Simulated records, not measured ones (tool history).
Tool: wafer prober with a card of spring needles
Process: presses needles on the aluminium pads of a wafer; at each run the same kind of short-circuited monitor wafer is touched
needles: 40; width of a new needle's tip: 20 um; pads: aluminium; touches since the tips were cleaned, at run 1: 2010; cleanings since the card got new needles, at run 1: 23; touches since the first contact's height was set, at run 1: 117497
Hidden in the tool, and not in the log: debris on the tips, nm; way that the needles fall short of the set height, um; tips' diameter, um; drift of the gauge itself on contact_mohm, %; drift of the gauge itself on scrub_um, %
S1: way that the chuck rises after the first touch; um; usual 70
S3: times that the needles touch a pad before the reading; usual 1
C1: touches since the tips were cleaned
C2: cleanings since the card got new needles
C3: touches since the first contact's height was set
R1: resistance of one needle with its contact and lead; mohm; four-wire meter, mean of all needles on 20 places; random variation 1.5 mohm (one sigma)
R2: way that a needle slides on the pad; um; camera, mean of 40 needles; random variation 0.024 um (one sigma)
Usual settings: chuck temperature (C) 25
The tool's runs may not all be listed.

Run 1, hour 0.0: usual settings; C1 2010; C2 23; C3 117497. Result: R1 139 mohm, R2 10.23 um.
At hour 12.1: tips cleaned on abrasive film.
Run 2, hour 25.6: usual settings; C1 3833; C2 24; C3 124715. Result: R1 139 mohm, R2 10.22 um.
At hour 28.6: tips cleaned on abrasive film.
Run 3, hour 43.4: usual settings; C1 4198; C2 25; C3 129730. Result: R1 141 mohm, R2 10.23 um.
At hour 46.0: tips cleaned on abrasive film.
At hour 62.5: tips cleaned on abrasive film.
Run 4, hour 68.2: usual settings but S3 2; C1 1623; C2 27; C3 136678. Result: R1 136 mohm, R2 10.25 um.
At hour 80.4: tips cleaned on abrasive film.
At hour 96.6: tips cleaned on abrasive film.
Run 5, hour 103.1: usual settings but chuck temperature (C) 74; C1 1821; C2 29; C3 146481. Result: R1 146 mohm, R2 10.23 um.
At hour 112.3: tips cleaned on abrasive film.
At hour 130.8: tips cleaned on abrasive film.
Run 6, hour 134.6: usual settings but S1 50 um; C1 1085; C2 31; C3 155350. Result: R1 143 mohm, R2 7.24 um.
At hour 148.2: tips cleaned on abrasive film.
At hour 164.5: tips cleaned on abrasive film.
Run 7, hour 169.6: usual settings but S3 2; C1 1454; C2 33; C3 165186. Result: R1 140 mohm, R2 10.19 um.
At hour 180.8: tips cleaned on abrasive film.
At hour 197.9: tips cleaned on abrasive film.
Run 8, hour 208.5: usual settings but S3 2; C1 3003; C2 35; C3 176124. Result: R1 140 mohm, R2 10.16 um.
At hour 214.7: tips cleaned on abrasive film.
Run 9, hour 228.0: usual settings but S3 2; C1 3770; C2 36; C3 181628. Result: R1 141 mohm, R2 10.19 um.
At hour 233.0: tips cleaned on abrasive film.
At hour 250.7: tips cleaned on abrasive film.
Run 10, hour 264.8: usual settings but S3 2; C1 3991; C2 38; C3 191981. Result: R1 140 mohm, R2 10.21 um.
At hour 268.1: tips cleaned on abrasive film.
At hour 284.4: tips cleaned on abrasive film.
At hour 286.9: height of the first contact set anew.
Run 11, hour 295.6: usual settings but S1 65 um; C1 3070; C2 40; C3 2451. Result: R1 142 mohm, R2 9.44 um.
At hour 302.9: tips cleaned on abrasive film.
At hour 321.8: tips cleaned on abrasive film.
Run 12, hour 332.6: usual settings but S1 65 um; C1 3044; C2 42; C3 12866. Result: R1 141 mohm, R2 9.43 um.
At hour 339.0: tips cleaned on abrasive film.
At hour 356.9: tips cleaned on abrasive film.
Run 13, hour 366.5: usual settings but S1 65 um; C1 2718; C2 44; C3 22392. Result: R1 138 mohm, R2 9.40 um.
At hour 374.8: tips cleaned on abrasive film.
At hour 391.4: tips cleaned on abrasive film.
Run 14, hour 406.0: usual settings but S1 65 um; C1 4142; C2 46; C3 33525. Result: R1 140 mohm, R2 9.38 um.
At hour 408.0: tips cleaned on abrasive film.
At hour 426.2: tips cleaned on abrasive film.
Run 15, hour 427.7: usual settings but S1 58 um; C1 426; C2 48; C3 39593. Result: R1 145 mohm, R2 8.41 um.
At hour 442.9: tips cleaned on abrasive film.
At hour 460.0: tips cleaned on abrasive film.
Run 16, hour 460.1: usual settings but S1 85 um; C1 13; C2 50; C3 48691. Result: R1 136 mohm, R2 12.34 um.
At hour 476.7: tips cleaned on abrasive film.
Run 17, hour 489.9: usual settings but S1 88 um, S3 2; C1 3747; C2 51; C3 57118. Result: R1 137 mohm, R2 12.71 um.
At hour 493.6: tips cleaned on abrasive film.
At hour 511.0: tips cleaned on abrasive film.
Run 18, hour 511.4: usual settings but S1 55 um, chuck temperature (C) 45, S3 2; C1 123; C2 53; C3 63133. Result: R1 146 mohm, R2 7.92 um.
At hour 527.4: tips cleaned on abrasive film.
At hour 543.1: tips cleaned on abrasive film.
Run 19, hour 544.2: usual settings but S1 55 um, chuck temperature (C) 45, S3 2; C1 298; C2 55; C3 72349. Result: R1 149 mohm, R2 7.95 um.
At hour 559.2: tips cleaned on abrasive film.
Run 20, hour 570.0: usual settings but S1 55 um, chuck temperature (C) 45, S3 2; C1 3069; C2 56; C3 79632. Result: R1 147 mohm, R2 7.90 um.
At hour 574.9: tips cleaned on abrasive film.
At hour 591.5: tips cleaned on abrasive film.
Run 21, hour 596.4: usual settings but chuck temperature (C) 62; C1 1378; C2 58; C3 87036. Result: R1 144 mohm, R2 10.08 um.
At hour 608.5: tips cleaned on abrasive film.
Run 22, hour 614.2: usual settings but S1 50 um, chuck temperature (C) 90, S3 2; C1 1628; C2 59; C3 92049. Result: R1 158 mohm, R2 7.23 um.
At hour 624.9: tips cleaned on abrasive film.
At hour 641.7: tips cleaned on abrasive film.
Run 23, hour 648.4: usual settings but S1 73 um, chuck temperature (C) 36, S3 2; C1 1883; C2 61; C3 101655. Result: R1 142 mohm, R2 10.55 um.
At hour 659.2: tips cleaned on abrasive film.
At hour 678.5: tips cleaned on abrasive film.
Run 24, hour 680.1: usual settings but S1 73 um, chuck temperature (C) 36, S3 2; C1 446; C2 63; C3 110565. Result: R1 139 mohm, R2 10.52 um.
At hour 694.8: tips cleaned on abrasive film.
At hour 712.4: tips cleaned on abrasive film.
Run 25, hour 720.8: usual settings but S1 58 um; C1 2391; C2 65; C3 122033. Result: R1 146 mohm, R2 8.35 um.
At hour 728.7: tips cleaned on abrasive film.
At hour 746.6: tips cleaned on abrasive film.
At hour 762.1: tips cleaned on abrasive film.
Run 26, hour 762.9: usual settings but S1 58 um; C1 204; C2 68; C3 133836. Result: R1 144 mohm, R2 8.33 um.
At hour 777.8: tips cleaned on abrasive film.
Run 27, hour 783.7: usual settings but S1 63 um, chuck temperature (C) 35; C1 1669; C2 69; C3 139709. Result: R1 142 mohm, R2 9.05 um.
At hour 794.1: tips cleaned on abrasive film.
Run 28, hour 807.4: usual settings but S1 89 um, chuck temperature (C) 62, S3 3; C1 3764; C2 70; C3 146364. Result: R1 143 mohm, R2 12.74 um.
At hour 810.1: tips cleaned on abrasive film.
At hour 826.7: tips cleaned on abrasive film.
Run 29, hour 830.2: usual settings but S1 53 um, S3 3; C1 970; C2 72; C3 152756. Result: R1 143 mohm, R2 7.63 um.
At hour 842.7: tips cleaned on abrasive film.
Run 30, hour 851.4: usual settings but S1 53 um, S3 3; C1 2464; C2 73; C3 158734. Result: R1 144 mohm, R2 7.58 um.
At hour 860.5: tips cleaned on abrasive film.
At hour 876.7: tips cleaned on abrasive film.
At hour 892.4: tips cleaned on abrasive film.
Run 31, hour 893.6: usual settings but S1 53 um, S3 3; C1 331; C2 76; C3 170581. Result: R1 142 mohm, R2 7.60 um.

4 ways to go on from here, each from the tool as it stands after run 31. What would each give?
At hour 911.0: tips cleaned on abrasive film.
Run A, hour 917.6: usual settings but S1 51 um, S3 2; C1 1866; C2 77; C3 177342. Result: R1 ?, R2 ?.
At hour 911.0: tips cleaned on abrasive film.
Run B, hour 917.6: usual settings but S1 66 um, chuck temperature (C) 118; C1 1866; C2 77; C3 177342. Result: R1 ?, R2 ?.
At hour 911.0: tips cleaned on abrasive film.
Run C, hour 917.6: usual settings but chuck temperature (C) 122, S3 3; C1 1866; C2 77; C3 177342. Result: R1 ?, R2 ?.
At hour 911.0: tips cleaned on abrasive film.
Run D, hour 917.6: usual settings; C1 1866; C2 77; C3 177342. Result: R1 ?, R2 ?.

run   R1     R2
  A  145   7.32
  B  158   9.41
  C  156  10.01
  D  137  10.03
Without the tool's hidden state the same runs would have given:
run   R1     R2
  A  145   7.46
  B  158   9.60
  C  156  10.21
  D  137  10.22

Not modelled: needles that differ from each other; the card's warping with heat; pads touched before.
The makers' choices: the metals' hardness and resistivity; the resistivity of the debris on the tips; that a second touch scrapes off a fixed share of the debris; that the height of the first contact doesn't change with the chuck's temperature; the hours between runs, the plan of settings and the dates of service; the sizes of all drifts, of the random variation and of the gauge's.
